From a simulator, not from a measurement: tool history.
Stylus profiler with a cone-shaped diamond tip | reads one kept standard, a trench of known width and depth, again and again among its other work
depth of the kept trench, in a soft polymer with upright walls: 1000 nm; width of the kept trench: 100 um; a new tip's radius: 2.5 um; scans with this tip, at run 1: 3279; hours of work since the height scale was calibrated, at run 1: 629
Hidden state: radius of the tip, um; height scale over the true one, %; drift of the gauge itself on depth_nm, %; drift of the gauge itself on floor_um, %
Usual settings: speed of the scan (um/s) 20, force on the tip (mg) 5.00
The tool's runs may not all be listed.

run    hour  speed of the scan (um/s)  force on the tip (mg)  scans with this tip  hours of work since the height scale was calibrated  depth of the trench (angstrom)  width of the trench's floor (um)
  1     0.0                        20                   5.00                 3279                                                  629                         10215.5                             95.91
  2    40.9                        20                   5.00                 3442                                                  660                         10214.8                             95.93
  3    83.1                        20                   5.00                 3611                                                  692                         10213.4                             95.94
  4   128.9                        20                   5.00                 3794                                                  727                         10214.1                             95.87
  5   181.8                        20                   5.00                 4005                                                  768                         10214.0                             95.92
  6   214.3                        20                   5.00                 4135                                                  793                         10216.0                             95.93
  7   246.6                        33                   5.00                 4264                                                  817                         10210.2                             95.94
  8   300.2                        33                   5.00                 4478                                                  858                         10213.4                             95.91
  9   360.4                        20                   5.00                 4718                                                  904                         10212.1                             95.95
 10   396.8                        20                   5.00                 4864                                                  932                         10211.7                             95.95
 11   449.9                        20                   5.00                 5076                                                  973                         10212.1                             95.91
 12   509.1                        20                   5.00                 5312                                                 1018                         10214.9                             95.96
 13   559.9                        20                   5.00                 5515                                                 1057                         10214.1                             95.94
 14   600.7                        75                   2.25                 5678                                                 1088                         10123.5                             95.64
 15   654.5                        20                   5.70                 5893                                                 1130                         10236.0                             95.91
 16   712.9                        33                   5.70                 6126                                                 1174                         10233.3                             95.93
 17   773.1                        33                   5.70                 6366                                                 1220                         10233.9                             95.87
 18   822.0                        33                   4.53                 6562                                                 1258                         10200.5                             95.90
 19   884.9                        33                   4.53                 6813                                                 1306                         10199.3                             95.87
 20   922.4                        52                   1.72                 6963                                                 1335                         10106.9                             95.70
 21   983.8                        15                   4.24                 7208                                                 1382                         10190.0                             95.94
 22  1015.8                        30                   2.22                 7336                                                 1406                         10123.7                             95.82
 23  1073.3                         6                   2.43                 7565                                                 1450                         10131.7                             95.98

4 ways to go on from here, each from the tool as it stands after run 23. What would each give?
  A  1101.1                        51                  12.90                 7676                                                 1471                               ?                                 ?
  B  1101.1                        18                   2.43                 7676                                                 1471                               ?                                 ?
  C  1101.1                        35                   2.43                 7676                                                 1471                               ?                                 ?
  D  1101.1                        62                   5.00                 7676                                                 1471                               ?                                 ?

run  depth of the trench (angstrom)  width of the trench's floor (um)
  A                         10403.5                             95.93
  B                         10128.7                             95.94
  C                         10130.1                             95.84
  D                         10210.2                             95.76
Without the tool's hidden state the same runs would have given:
run  depth of the trench (angstrom)  width of the trench's floor (um)
  A                         10404.1                             95.93
  B                         10129.2                             95.94
  C                         10130.7                             95.84
  D                         10210.8                             95.77

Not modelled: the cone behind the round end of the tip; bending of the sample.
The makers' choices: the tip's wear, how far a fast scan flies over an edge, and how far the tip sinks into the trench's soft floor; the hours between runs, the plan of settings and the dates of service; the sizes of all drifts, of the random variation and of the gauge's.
